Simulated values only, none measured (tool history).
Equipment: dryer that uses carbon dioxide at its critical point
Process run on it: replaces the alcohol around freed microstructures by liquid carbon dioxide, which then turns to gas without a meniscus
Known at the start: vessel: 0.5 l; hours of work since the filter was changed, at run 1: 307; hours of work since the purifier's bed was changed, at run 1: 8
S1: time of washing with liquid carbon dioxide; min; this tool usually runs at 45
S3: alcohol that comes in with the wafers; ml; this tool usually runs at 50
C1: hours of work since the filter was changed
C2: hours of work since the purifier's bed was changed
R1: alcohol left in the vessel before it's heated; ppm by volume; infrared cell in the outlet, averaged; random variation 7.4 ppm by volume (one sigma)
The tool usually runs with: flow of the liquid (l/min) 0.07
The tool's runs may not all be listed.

Run 1, hour 0: usual settings; C1 307; C2 8. Result: R1 541 ppm by volume.
Run 2, hour 10.8: usual settings but flow of the liquid (l/min) 0.0819; C1 311; C2 11. Result: R1 228 ppm by volume.
Run 3, hour 33.3: usual settings; C1 318; C2 19. Result: R1 568 ppm by volume.
Run 4, hour 50: usual settings but S1 55 min; C1 324; C2 24. Result: R1 181 ppm by volume.
Run 5, hour 62.5: usual settings; C1 328; C2 29. Result: R1 578 ppm by volume.
Run 6, hour 79.7: usual settings; C1 334; C2 34. Result: R1 551 ppm by volume.
Run 7, hour 92.8: usual settings; C1 338; C2 39. Result: R1 568 ppm by volume.
At hour 108.8: inlet filter changed.
Run 8, hour 112.6: usual settings; C1 1; C2 45. Result: R1 390 ppm by volume.
Run 9, hour 124.3: usual settings; C1 5; C2 49. Result: R1 378 ppm by volume.
Run 10, hour 138.8: usual settings; C1 10; C2 54. Result: R1 392 ppm by volume.
Run 11, hour 160.3: usual settings; C1 17; C2 61. Result: R1 390 ppm by volume.
Run 12, hour 176.3: usual settings but S3 77 ml; C1 23; C2 66. Result: R1 604 ppm by volume.
Run 13, hour 187.7: usual settings but S3 77 ml; C1 26; C2 70. Result: R1 587 ppm by volume.
Run 14, hour 199.8: usual settings but S3 77 ml; C1 30; C2 74. Result: R1 596 ppm by volume.
Run 15, hour 209.2: usual settings but S3 77 ml; C1 34; C2 77. Result: R1 613 ppm by volume.
Run 16, hour 219: usual settings; C1 37; C2 80. Result: R1 398 ppm by volume.
Run 17, hour 235.6: usual settings; C1 42; C2 86. Result: R1 401 ppm by volume.
Run 18, hour 256.8: usual settings but S1 58 min, flow of the liquid (l/min) 0.0665; C1 49; C2 93. Result: R1 120 ppm by volume.
Run 19, hour 270: usual settings but S1 58 min, flow of the liquid (l/min) 0.0665; C1 54; C2 97. Result: R1 131 ppm by volume.
Run 20, hour 285.5: usual settings but S1 58 min, flow of the liquid (l/min) 0.094; C1 59; C2 103. Result: R1 25 ppm by volume.
Run 21, hour 302: usual settings but S1 38 min, flow of the liquid (l/min) 0.0828, S3 30 ml; C1 64; C2 108. Result: R1 270 ppm by volume.
Run 22, hour 319.7: usual settings but S1 27 min, flow of the liquid (l/min) 0.0828, S3 98 ml; C1 70; C2 114. Result: R1 4049 ppm by volume.
Run 23, hour 338.1: usual settings but S1 59 min, S3 22 ml; C1 77; C2 120. Result: R1 47 ppm by volume.
Run 24, hour 352.7: usual settings but S1 70 min; C1 81; C2 125. Result: R1 33 ppm by volume.
Run 25, hour 372: usual settings but S1 54 min; C1 88; C2 132. Result: R1 153 ppm by volume.
Run 26, hour 390.3: usual settings but S1 30 min, flow of the liquid (l/min) 0.0533, S3 62 ml; C1 94; C2 138. Result: R1 7571 ppm by volume.
Run 27, hour 406.2: usual settings but S1 32 min, flow of the liquid (l/min) 0.0533, S3 62 ml; C1 99; C2 143. Result: R1 6226 ppm by volume.
Run 28, hour 423.5: usual settings but S1 32 min, flow of the liquid (l/min) 0.0533, S3 62 ml; C1 105; C2 149. Result: R1 6223 ppm by volume.
Run 29, hour 444.6: usual settings but S1 34 min, flow of the liquid (l/min) 0.0793, S3 81 ml; C1 112; C2 156. Result: R1 1570 ppm by volume.
Run 30, hour 458.4: usual settings but S1 43 min, flow of the liquid (l/min) 0.0536, S3 42 ml; C1 117; C2 160. Result: R1 1521 ppm by volume.
Run 31, hour 471.8: usual settings but S1 43 min, flow of the liquid (l/min) 0.0421, S3 24 ml; C1 121; C2 165. Result: R1 2020 ppm by volume.
Run 32, hour 483.1: usual settings but S1 72 min, flow of the liquid (l/min) 0.0777, S3 59 ml; C1 125; C2 169. Result: R1 25 ppm by volume.
Run 33, hour 493.9: usual settings but flow of the liquid (l/min) 0.0663, S3 78 ml; C1 129; C2 172. Result: R1 927 ppm by volume.

Had the tool no unlogged condition, and each run kept its random variation, what would the results have been?
What the log doesn't record here: flow that reaches the vessel past the clogged filter, %; alcohol in the recycled carbon dioxide, ppm; drift of the gauge itself on alcohol_ppm, %.
run    R1
  1   361
  2   140
  3   374
  4   106
  5   374
  6   355
  7   361
  8   370
  9   356
 10   367
 11   362
 12   559
 13   539
 14   545
 15   558
 16   359
 17   359
 18    99
 19   108
 20    15
 21   232
 22  3686
 23    31
 24    19
 25   119
 26  6964
 27  5673
 28  5649
 29  1336
 30  1313
 31  1792
 32     9
 33   755
